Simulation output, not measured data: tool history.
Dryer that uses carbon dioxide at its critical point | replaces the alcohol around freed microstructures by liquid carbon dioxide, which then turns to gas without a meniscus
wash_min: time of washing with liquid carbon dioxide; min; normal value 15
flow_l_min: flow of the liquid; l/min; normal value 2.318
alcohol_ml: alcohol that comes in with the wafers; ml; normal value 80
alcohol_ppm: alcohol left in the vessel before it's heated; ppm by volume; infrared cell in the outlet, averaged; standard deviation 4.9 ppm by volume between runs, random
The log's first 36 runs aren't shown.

run   hour  wash_min  flow_l_min  alcohol_ml  alcohol_ppm
 37  353.3        17       3.660          23           13
 38  366.2        15       1.590          31           88
 39  376.7        10       1.590          21          254
 40  383.2        10       1.590          21          252
 41  391.9         9       2.170          43          255
 42  406.0        14       2.080         106          112
 43  416.3        17       3.080          80           31
 44  426.1        23       3.080          80           15
 45  437.4        15       3.460          54           20
 46  448.9        18       3.460          89           13

Branching from run 46: 5 alternative next runs. What would each branch give?
  A  459.6        18       1.960          34            ?
  B  459.6        17       3.460          89            ?
  C  459.6        18       3.690          89            ?
  D  459.6        15       3.460          89            ?
  E  459.6        10       2.318          24            ?

run  alcohol_ppm
  A           24
  B           10
  C           17
  D           21
  E           82
Stripped of hidden state, with their random variation kept, the same runs would have yielded:
run  alcohol_ppm
  A            6
  B            0
  C            2
  D            5
  E           57
